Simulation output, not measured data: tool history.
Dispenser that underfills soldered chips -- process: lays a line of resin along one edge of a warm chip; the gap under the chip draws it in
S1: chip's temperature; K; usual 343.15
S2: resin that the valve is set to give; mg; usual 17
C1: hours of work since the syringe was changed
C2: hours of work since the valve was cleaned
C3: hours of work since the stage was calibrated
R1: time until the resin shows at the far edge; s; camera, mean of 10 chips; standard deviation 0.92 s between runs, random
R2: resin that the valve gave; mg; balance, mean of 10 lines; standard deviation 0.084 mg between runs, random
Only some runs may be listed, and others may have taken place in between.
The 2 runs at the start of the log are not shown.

{"hour": 4.3, "done": "new syringe of resin"}
{"run": 3, "hour": 7.5, "S1": 343.15, "S2": 17, "C1": 2, "C2": 111, "C3": 54, "R1": 97.7, "R2": 15.64}
{"hour": 14.2, "done": "new syringe of resin"}
{"run": 4, "hour": 15.4, "S1": 343.15, "S2": 17, "C1": 1, "C2": 117, "C3": 60, "R1": 91.2, "R2": 15.54}
{"run": 5, "hour": 21.5, "S1": 339.15, "S2": 17, "C1": 6, "C2": 121, "C3": 65, "R1": 137, "R2": 15.5}
{"hour": 23.8, "done": "new syringe of resin"}
{"run": 6, "hour": 26.5, "S1": 343.15, "S2": 21.7, "C1": 2, "C2": 125, "C3": 68, "R1": 92.8, "R2": 19.64}
{"hour": 33.3, "done": "new syringe of resin"}
{"run": 7, "hour": 34.8, "S1": 343.15, "S2": 21.7, "C1": 1, "C2": 131, "C3": 75, "R1": 88.7, "R2": 19.8}
{"hour": 36.4, "done": "dispensing valve cleaned and set on the balance"}
{"run": 8, "hour": 41.4, "S1": 343.15, "S2": 21.7, "C1": 6, "C2": 4, "C3": 79, "R1": 103, "R2": 21.45}
{"hour": 43.8, "done": "new syringe of resin"}
{"run": 9, "hour": 47.4, "S1": 343.15, "S2": 21.7, "C1": 3, "C2": 8, "C3": 84, "R1": 93.5, "R2": 21.4}
{"hour": 53.1, "done": "new syringe of resin"}
{"run": 10, "hour": 55.2, "S1": 343.15, "S2": 21.7, "C1": 2, "C2": 14, "C3": 89, "R1": 88.1, "R2": 21.43}
{"run": 11, "hour": 59.4, "S1": 343.15, "S2": 21.7, "C1": 5, "C2": 18, "C3": 93, "R1": 101.1, "R2": 21.33}
{"hour": 62.7, "done": "new syringe of resin"}
{"run": 12, "hour": 64.2, "S1": 343.15, "S2": 21.7, "C1": 1, "C2": 21, "C3": 96, "R1": 85.7, "R2": 21.31}
{"run": 13, "hour": 69.2, "S1": 343.15, "S2": 17, "C1": 5, "C2": 25, "C3": 100, "R1": 104.9, "R2": 16.6}
{"hour": 72.3, "done": "new syringe of resin"}
{"run": 14, "hour": 73.6, "S1": 337.15, "S2": 17, "C1": 1, "C2": 28, "C3": 103, "R1": 125.4, "R2": 16.54}
{"run": 15, "hour": 80.1, "S1": 343.15, "S2": 17, "C1": 6, "C2": 33, "C3": 108, "R1": 109.6, "R2": 16.6}
{"hour": 81.6, "done": "new syringe of resin"}
{"run": 16, "hour": 84.4, "S1": 343.15, "S2": 15.5, "C1": 2, "C2": 36, "C3": 112, "R1": 94.4, "R2": 15.12}
{"hour": 91.2, "done": "new syringe of resin"}
{"run": 17, "hour": 91.9, "S1": 343.15, "S2": 15.5, "C1": 1, "C2": 42, "C3": 117, "R1": 91.3, "R2": 15.03}
{"run": 18, "hour": 98.8, "S1": 343.15, "S2": 15.5, "C1": 6, "C2": 47, "C3": 123, "R1": 110.8, "R2": 14.79}
{"hour": 100.7, "done": "new syringe of resin"}
{"run": 19, "hour": 107.3, "S1": 331.15, "S2": 21.9, "C1": 5, "C2": 54, "C3": 129, "R1": 199, "R2": 20.95}
{"hour": 110.1, "done": "new syringe of resin"}
{"run": 20, "hour": 114.6, "S1": 341.15, "S2": 15.6, "C1": 4, "C2": 59, "C3": 134, "R1": 116, "R2": 14.87}
{"run": 21, "hour": 119.0, "S1": 336.15, "S2": 14.7, "C1": 7, "C2": 63, "C3": 138, "R1": 175.2, "R2": 13.95}
{"hour": 119.9, "done": "new syringe of resin"}
{"run": 22, "hour": 124.4, "S1": 343.15, "S2": 17.9, "C1": 3, "C2": 67, "C3": 142, "R1": 100, "R2": 16.91}
{"hour": 129.6, "done": "new syringe of resin"}
{"run": 23, "hour": 129.7, "S1": 343.15, "S2": 17.9, "C1": 0, "C2": 71, "C3": 146, "R1": 84.8, "R2": 16.91}
{"run": 24, "hour": 138.1, "S1": 329.15, "S2": 20.9, "C1": 7, "C2": 77, "C3": 152, "R1": 224.6, "R2": 19.52}
{"hour": 139.2, "done": "new syringe of resin"}
{"run": 25, "hour": 145.4, "S1": 338.15, "S2": 21.5, "C1": 5, "C2": 83, "C3": 158, "R1": 133.4, "R2": 19.99}

Estimate the outcome of run 26 from the log above:
{"hour": 148.9, "done": "new syringe of resin"}
{"run": 26, "hour": 151.8, "S1": 334.15, "S2": 21.8, "C1": 2, "C2": 88, "C3": 163, "R1": "?", "R2": "?"}

R1: 148.5 s
R2: 20.38 mg
Without the tool's hidden state the same run would have given R1 138.2 s, R2 21.93 mg.
